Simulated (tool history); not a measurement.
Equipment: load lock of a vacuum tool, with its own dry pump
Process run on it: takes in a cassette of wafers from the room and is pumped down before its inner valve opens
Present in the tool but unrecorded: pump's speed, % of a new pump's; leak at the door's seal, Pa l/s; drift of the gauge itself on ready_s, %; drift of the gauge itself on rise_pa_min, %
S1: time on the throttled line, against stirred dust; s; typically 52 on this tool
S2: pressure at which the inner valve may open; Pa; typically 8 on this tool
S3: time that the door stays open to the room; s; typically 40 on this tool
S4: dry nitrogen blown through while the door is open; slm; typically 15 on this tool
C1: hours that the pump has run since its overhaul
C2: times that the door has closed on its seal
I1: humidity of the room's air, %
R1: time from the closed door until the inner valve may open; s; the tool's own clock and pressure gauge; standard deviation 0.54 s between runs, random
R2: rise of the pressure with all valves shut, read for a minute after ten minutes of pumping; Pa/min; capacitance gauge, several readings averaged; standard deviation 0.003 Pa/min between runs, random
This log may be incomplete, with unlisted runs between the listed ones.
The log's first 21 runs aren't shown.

run     hour  S1  S2   S3  S4     C1     C2    I1     R1     R2
 22     9281  98   6   28  10  11532  34373  45.6  119.2  0.195
 23   9852.7  98   6   28  10  12104  35764  43.1  117.7  0.209
 24  10244.9  37  10   29  13  12496  36719  43.6   63.6  0.205
 25    10558  29  10   29  15  12809  37481  43.3   57.4  0.211
 26  11052.7  52  10   40  35  13304  38686  45.5   77.1  0.212
 27  11489.2  38  15  161   5  13741  39748  46.7   63.6  0.274
 28  12113.2  52   8   33  14  14364  41267  44.6   78.9  0.248
 29  12674.7  91   7  126  15  14926  42634    41    114  0.273
 30  13225.4  91   7  126  15  15477  43974  46.7  114.3  0.284
 31  13717.6  52   7   40  12  15969  45172  42.6   79.1  0.285
 32  14169.8  52   8  148   7  16421  46273  46.8   79.8  0.324
 33  14522.7  52   8  148   7  16774  47132  47.4   78.8  0.333
 34  15113.5  28   8  207  15  17365  48570  45.9     59  0.335
 35  15717.8  28   8  207  15  17969  50041  42.7   59.5  0.359
 36  16011.6  28   8  207  15  18263  50756  44.2   59.2  0.362
 37    16540  28   8  207  15  18791  52042  41.4   60.4  0.371

Predict each of these 3 candidate next runs independently; none follows another, all start after run 37:
  A  16852.5  54   8   40  15  19104  52803    48   ?   ?
  B  16852.5  77  14   40  15  19104  52803  44.7   ?   ?
  C  16852.5  28   8  207  16  19104  52803  46.5   ?   ?

run    R1     R2
  A    82  0.363
  B  99.5  0.361
  C  59.3  0.387
With no hidden state in the tool, these same runs would have given:
run    R1     R2
  A  75.4  0.041
  B  94.2  0.038
  C  51.9  0.064
